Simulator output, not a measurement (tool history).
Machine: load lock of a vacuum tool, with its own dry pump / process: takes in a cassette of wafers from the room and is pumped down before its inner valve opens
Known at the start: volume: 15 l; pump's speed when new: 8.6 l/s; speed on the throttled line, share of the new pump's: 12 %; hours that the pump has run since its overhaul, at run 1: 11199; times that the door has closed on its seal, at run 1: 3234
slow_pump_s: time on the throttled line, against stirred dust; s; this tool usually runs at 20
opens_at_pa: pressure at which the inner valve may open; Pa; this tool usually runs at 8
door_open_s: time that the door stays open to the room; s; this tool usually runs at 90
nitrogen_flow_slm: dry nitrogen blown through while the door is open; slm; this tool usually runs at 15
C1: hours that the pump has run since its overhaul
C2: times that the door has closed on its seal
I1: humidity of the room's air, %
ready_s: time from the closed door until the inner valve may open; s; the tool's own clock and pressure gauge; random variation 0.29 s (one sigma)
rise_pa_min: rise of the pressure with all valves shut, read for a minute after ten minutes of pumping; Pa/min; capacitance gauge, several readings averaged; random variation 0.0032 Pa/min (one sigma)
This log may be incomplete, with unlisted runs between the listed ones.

{"run": 1, "hour": 0.0, "slow_pump_s": 20, "opens_at_pa": 8, "door_open_s": 90, "nitrogen_flow_slm": 15, "C1": 11199, "C2": 3234, "I1": 45.3, "ready_s": 36, "rise_pa_min": 0.127}
{"run": 2, "hour": 338.8, "slow_pump_s": 20, "opens_at_pa": 8, "door_open_s": 90, "nitrogen_flow_slm": 15, "C1": 11538, "C2": 4024, "I1": 44.6, "ready_s": 36.4, "rise_pa_min": 0.127}
{"run": 3, "hour": 631.7, "slow_pump_s": 20, "opens_at_pa": 8, "door_open_s": 90, "nitrogen_flow_slm": 15, "C1": 11831, "C2": 4707, "I1": 41.2, "ready_s": 36, "rise_pa_min": 0.14}
{"run": 4, "hour": 817.1, "slow_pump_s": 20, "opens_at_pa": 8, "door_open_s": 90, "nitrogen_flow_slm": 15, "C1": 12016, "C2": 5139, "I1": 46, "ready_s": 36, "rise_pa_min": 0.16}
{"run": 5, "hour": 1206.5, "slow_pump_s": 20, "opens_at_pa": 8, "door_open_s": 90, "nitrogen_flow_slm": 4, "C1": 12405, "C2": 6046, "I1": 45.2, "ready_s": 36.2, "rise_pa_min": 0.195}
{"run": 6, "hour": 1555.8, "slow_pump_s": 20, "opens_at_pa": 8, "door_open_s": 90, "nitrogen_flow_slm": 15, "C1": 12755, "C2": 6861, "I1": 43.7, "ready_s": 36.3, "rise_pa_min": 0.174}
{"run": 7, "hour": 1758.4, "slow_pump_s": 20, "opens_at_pa": 8, "door_open_s": 90, "nitrogen_flow_slm": 15, "C1": 12957, "C2": 7333, "I1": 45.2, "ready_s": 36.4, "rise_pa_min": 0.193}
{"run": 8, "hour": 1952.4, "slow_pump_s": 31, "opens_at_pa": 8, "door_open_s": 90, "nitrogen_flow_slm": 15, "C1": 13151, "C2": 7785, "I1": 44.3, "ready_s": 45.9, "rise_pa_min": 0.202}
{"run": 9, "hour": 2274.5, "slow_pump_s": 31, "opens_at_pa": 8, "door_open_s": 90, "nitrogen_flow_slm": 15, "C1": 13474, "C2": 8536, "I1": 45.2, "ready_s": 46.2, "rise_pa_min": 0.218}
{"run": 10, "hour": 2447.0, "slow_pump_s": 31, "opens_at_pa": 8, "door_open_s": 90, "nitrogen_flow_slm": 15, "C1": 13646, "C2": 8938, "I1": 48, "ready_s": 45.7, "rise_pa_min": 0.236}
{"run": 11, "hour": 2660.8, "slow_pump_s": 31, "opens_at_pa": 8, "door_open_s": 90, "nitrogen_flow_slm": 15, "C1": 13860, "C2": 9436, "I1": 44.2, "ready_s": 46, "rise_pa_min": 0.239}
{"run": 12, "hour": 2864.1, "slow_pump_s": 20, "opens_at_pa": 8, "door_open_s": 137, "nitrogen_flow_slm": 15, "C1": 14063, "C2": 9910, "I1": 43.7, "ready_s": 36.8, "rise_pa_min": 0.279}
{"run": 13, "hour": 3137.8, "slow_pump_s": 20, "opens_at_pa": 8, "door_open_s": 137, "nitrogen_flow_slm": 15, "C1": 14337, "C2": 10548, "I1": 47, "ready_s": 36.4, "rise_pa_min": 0.307}
{"run": 14, "hour": 3450.9, "slow_pump_s": 23, "opens_at_pa": 8, "door_open_s": 90, "nitrogen_flow_slm": 15, "C1": 14650, "C2": 11278, "I1": 47.4, "ready_s": 39, "rise_pa_min": 0.29}
{"run": 15, "hour": 3669.0, "slow_pump_s": 20, "opens_at_pa": 15, "door_open_s": 45, "nitrogen_flow_slm": 15, "C1": 14868, "C2": 11786, "I1": 45.7, "ready_s": 34.8, "rise_pa_min": 0.269}
{"run": 16, "hour": 3829.1, "slow_pump_s": 31, "opens_at_pa": 15, "door_open_s": 93, "nitrogen_flow_slm": 15, "C1": 15028, "C2": 12159, "I1": 45.7, "ready_s": 44.3, "rise_pa_min": 0.32}
{"hour": 4002.9, "done": "dry pump taken out, an overhauled one fitted"}
{"run": 17, "hour": 4179.0, "slow_pump_s": 20, "opens_at_pa": 8, "door_open_s": 26, "nitrogen_flow_slm": 15, "C1": 176, "C2": 12961, "I1": 48.4, "ready_s": 34, "rise_pa_min": 0.294}
{"run": 18, "hour": 4352.8, "slow_pump_s": 20, "opens_at_pa": 9, "door_open_s": 26, "nitrogen_flow_slm": 15, "C1": 350, "C2": 13366, "I1": 42.2, "ready_s": 33.5, "rise_pa_min": 0.3}
{"run": 19, "hour": 4709.3, "slow_pump_s": 20, "opens_at_pa": 7, "door_open_s": 90, "nitrogen_flow_slm": 8, "C1": 706, "C2": 14197, "I1": 45.2, "ready_s": 35.2, "rise_pa_min": 0.385}
{"run": 20, "hour": 5064.6, "slow_pump_s": 20, "opens_at_pa": 7, "door_open_s": 90, "nitrogen_flow_slm": 8, "C1": 1062, "C2": 15025, "I1": 44.1, "ready_s": 34.5, "rise_pa_min": 0.411}
{"run": 21, "hour": 5329.9, "slow_pump_s": 36, "opens_at_pa": 10, "door_open_s": 90, "nitrogen_flow_slm": 11, "C1": 1327, "C2": 15644, "I1": 44.5, "ready_s": 47.6, "rise_pa_min": 0.429}
{"run": 22, "hour": 5605.1, "slow_pump_s": 20, "opens_at_pa": 8, "door_open_s": 30, "nitrogen_flow_slm": 15, "C1": 1602, "C2": 16285, "I1": 41.1, "ready_s": 34.2, "rise_pa_min": 0.408}
{"run": 23, "hour": 5852.9, "slow_pump_s": 21, "opens_at_pa": 8, "door_open_s": 68, "nitrogen_flow_slm": 30, "C1": 1850, "C2": 16863, "I1": 46, "ready_s": 35.1, "rise_pa_min": 0.439}
{"run": 24, "hour": 6172.6, "slow_pump_s": 21, "opens_at_pa": 9, "door_open_s": 68, "nitrogen_flow_slm": 30, "C1": 2170, "C2": 17608, "I1": 44, "ready_s": 35.1, "rise_pa_min": 0.47}
{"run": 25, "hour": 6551.2, "slow_pump_s": 21, "opens_at_pa": 9, "door_open_s": 68, "nitrogen_flow_slm": 30, "C1": 2548, "C2": 18490, "I1": 43.4, "ready_s": 35.2, "rise_pa_min": 0.48}
{"run": 26, "hour": 6927.5, "slow_pump_s": 21, "opens_at_pa": 9, "door_open_s": 68, "nitrogen_flow_slm": 30, "C1": 2925, "C2": 19367, "I1": 43, "ready_s": 35.1, "rise_pa_min": 0.526}
{"run": 27, "hour": 7169.7, "slow_pump_s": 20, "opens_at_pa": 13, "door_open_s": 50, "nitrogen_flow_slm": 15, "C1": 3167, "C2": 19932, "I1": 43.2, "ready_s": 34.1, "rise_pa_min": 0.547}
{"run": 28, "hour": 7410.0, "slow_pump_s": 20, "opens_at_pa": 13, "door_open_s": 50, "nitrogen_flow_slm": 15, "C1": 3407, "C2": 20492, "I1": 43.2, "ready_s": 33.5, "rise_pa_min": 0.574}

Here are 3 independent what-if runs from the current tool condition. What would each one return?
{"run": "A", "hour": 7730.4, "slow_pump_s": 20, "opens_at_pa": 11, "door_open_s": 101, "nitrogen_flow_slm": 15, "C1": 3728, "C2": 21239, "I1": 44.5, "ready_s": "?", "rise_pa_min": "?"}
{"run": "B", "hour": 7730.4, "slow_pump_s": 13, "opens_at_pa": 8, "door_open_s": 50, "nitrogen_flow_slm": 15, "C1": 3728, "C2": 21239, "I1": 45, "ready_s": "?", "rise_pa_min": "?"}
{"run": "C", "hour": 7730.4, "slow_pump_s": 36, "opens_at_pa": 13, "door_open_s": 50, "nitrogen_flow_slm": 8, "C1": 3728, "C2": 21239, "I1": 41.4, "ready_s": "?", "rise_pa_min": "?"}

run=A ready_s=34.4 rise_pa_min=0.639
run=B ready_s=28.6 rise_pa_min=0.604
run=C ready_s=47.9 rise_pa_min=0.617
With the hidden condition removed and each run's random variation left untouched, the same runs would have given:
run=A ready_s=33.8 rise_pa_min=0.098
run=B ready_s=27.9 rise_pa_min=0.065
run=C ready_s=47.4 rise_pa_min=0.067

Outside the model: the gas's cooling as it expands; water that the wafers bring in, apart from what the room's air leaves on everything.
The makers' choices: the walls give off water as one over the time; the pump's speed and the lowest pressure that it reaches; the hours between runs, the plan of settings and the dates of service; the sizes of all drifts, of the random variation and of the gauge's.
